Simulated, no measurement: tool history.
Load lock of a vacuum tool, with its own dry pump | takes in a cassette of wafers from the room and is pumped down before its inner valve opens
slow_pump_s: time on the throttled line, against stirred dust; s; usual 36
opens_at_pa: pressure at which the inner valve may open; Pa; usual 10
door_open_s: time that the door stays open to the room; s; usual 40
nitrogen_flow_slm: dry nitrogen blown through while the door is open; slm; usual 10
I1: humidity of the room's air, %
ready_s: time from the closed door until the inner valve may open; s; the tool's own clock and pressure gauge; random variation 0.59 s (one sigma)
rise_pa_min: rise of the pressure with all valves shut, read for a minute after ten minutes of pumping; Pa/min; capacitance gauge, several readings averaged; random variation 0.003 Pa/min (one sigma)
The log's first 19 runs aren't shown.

{"run": 20, "hour": 1577.6, "slow_pump_s": 36, "opens_at_pa": 10, "door_open_s": 40, "nitrogen_flow_slm": 10, "I1": 46.9, "ready_s": 90.6, "rise_pa_min": 0.082}
{"run": 21, "hour": 1682.6, "slow_pump_s": 54, "opens_at_pa": 14, "door_open_s": 41, "nitrogen_flow_slm": 27, "I1": 44.4, "ready_s": 99.5, "rise_pa_min": 0.077}
{"run": 22, "hour": 1754.0, "slow_pump_s": 54, "opens_at_pa": 14, "door_open_s": 41, "nitrogen_flow_slm": 27, "I1": 43.5, "ready_s": 100.5, "rise_pa_min": 0.087}
{"run": 23, "hour": 1858.7, "slow_pump_s": 54, "opens_at_pa": 14, "door_open_s": 41, "nitrogen_flow_slm": 27, "I1": 45.2, "ready_s": 101.8, "rise_pa_min": 0.082}
{"run": 24, "hour": 1955.7, "slow_pump_s": 27, "opens_at_pa": 7, "door_open_s": 74, "nitrogen_flow_slm": 7, "I1": 47.1, "ready_s": 88.2, "rise_pa_min": 0.113}
{"run": 25, "hour": 2062.0, "slow_pump_s": 36, "opens_at_pa": 10, "door_open_s": 25, "nitrogen_flow_slm": 10, "I1": 44.5, "ready_s": 90.8, "rise_pa_min": 0.082}
{"run": 26, "hour": 2153.9, "slow_pump_s": 52, "opens_at_pa": 11, "door_open_s": 40, "nitrogen_flow_slm": 17, "I1": 45.6, "ready_s": 101.2, "rise_pa_min": 0.096}
{"run": 27, "hour": 2208.0, "slow_pump_s": 63, "opens_at_pa": 7, "door_open_s": 78, "nitrogen_flow_slm": 30, "I1": 44.6, "ready_s": 112.1, "rise_pa_min": 0.1}
{"run": 28, "hour": 2286.1, "slow_pump_s": 63, "opens_at_pa": 7, "door_open_s": 78, "nitrogen_flow_slm": 30, "I1": 46.6, "ready_s": 112.4, "rise_pa_min": 0.099}
{"run": 29, "hour": 2366.4, "slow_pump_s": 72, "opens_at_pa": 20, "door_open_s": 40, "nitrogen_flow_slm": 10, "I1": 49.6, "ready_s": 109.6, "rise_pa_min": 0.102}
{"run": 30, "hour": 2443.5, "slow_pump_s": 72, "opens_at_pa": 20, "door_open_s": 40, "nitrogen_flow_slm": 10, "I1": 42.1, "ready_s": 111.1, "rise_pa_min": 0.099}
{"run": 31, "hour": 2518.1, "slow_pump_s": 72, "opens_at_pa": 20, "door_open_s": 40, "nitrogen_flow_slm": 28, "I1": 44.8, "ready_s": 111.4, "rise_pa_min": 0.098}
{"run": 32, "hour": 2613.3, "slow_pump_s": 61, "opens_at_pa": 19, "door_open_s": 40, "nitrogen_flow_slm": 6, "I1": 45.9, "ready_s": 103.2, "rise_pa_min": 0.115}
{"run": 33, "hour": 2688.7, "slow_pump_s": 25, "opens_at_pa": 10, "door_open_s": 82, "nitrogen_flow_slm": 10, "I1": 43.3, "ready_s": 83.8, "rise_pa_min": 0.127}
{"run": 34, "hour": 2794.1, "slow_pump_s": 57, "opens_at_pa": 10, "door_open_s": 66, "nitrogen_flow_slm": 41, "I1": 44.1, "ready_s": 105.3, "rise_pa_min": 0.104}
{"run": 35, "hour": 2898.8, "slow_pump_s": 23, "opens_at_pa": 10, "door_open_s": 72, "nitrogen_flow_slm": 41, "I1": 44.2, "ready_s": 83.2, "rise_pa_min": 0.11}
{"run": 36, "hour": 2987.2, "slow_pump_s": 26, "opens_at_pa": 10, "door_open_s": 40, "nitrogen_flow_slm": 10, "I1": 46.5, "ready_s": 85.3, "rise_pa_min": 0.119}
{"run": 37, "hour": 3044.9, "slow_pump_s": 26, "opens_at_pa": 10, "door_open_s": 40, "nitrogen_flow_slm": 10, "I1": 44.2, "ready_s": 85.5, "rise_pa_min": 0.12}

4 ways to go on from here, each from the tool as it stands after run 37. What would each give?
{"run": "A", "hour": 3116.1, "slow_pump_s": 26, "opens_at_pa": 10, "door_open_s": 57, "nitrogen_flow_slm": 10, "I1": 44.9, "ready_s": "?", "rise_pa_min": "?"}
{"run": "B", "hour": 3116.1, "slow_pump_s": 31, "opens_at_pa": 9, "door_open_s": 40, "nitrogen_flow_slm": 10, "I1": 47.3, "ready_s": "?", "rise_pa_min": "?"}
{"run": "C", "hour": 3116.1, "slow_pump_s": 40, "opens_at_pa": 8, "door_open_s": 40, "nitrogen_flow_slm": 10, "I1": 42.4, "ready_s": "?", "rise_pa_min": "?"}
{"run": "D", "hour": 3116.1, "slow_pump_s": 21, "opens_at_pa": 12, "door_open_s": 40, "nitrogen_flow_slm": 20, "I1": 47.3, "ready_s": "?", "rise_pa_min": "?"}

run=A ready_s=85.1 rise_pa_min=0.130
run=B ready_s=88.6 rise_pa_min=0.125
run=C ready_s=97.9 rise_pa_min=0.119
run=D ready_s=80.9 rise_pa_min=0.111
Without the tool's hidden state the same runs would have given:
run=A ready_s=78.1 rise_pa_min=0.037
run=B ready_s=81.7 rise_pa_min=0.032
run=C ready_s=91.0 rise_pa_min=0.027
run=D ready_s=73.8 rise_pa_min=0.018

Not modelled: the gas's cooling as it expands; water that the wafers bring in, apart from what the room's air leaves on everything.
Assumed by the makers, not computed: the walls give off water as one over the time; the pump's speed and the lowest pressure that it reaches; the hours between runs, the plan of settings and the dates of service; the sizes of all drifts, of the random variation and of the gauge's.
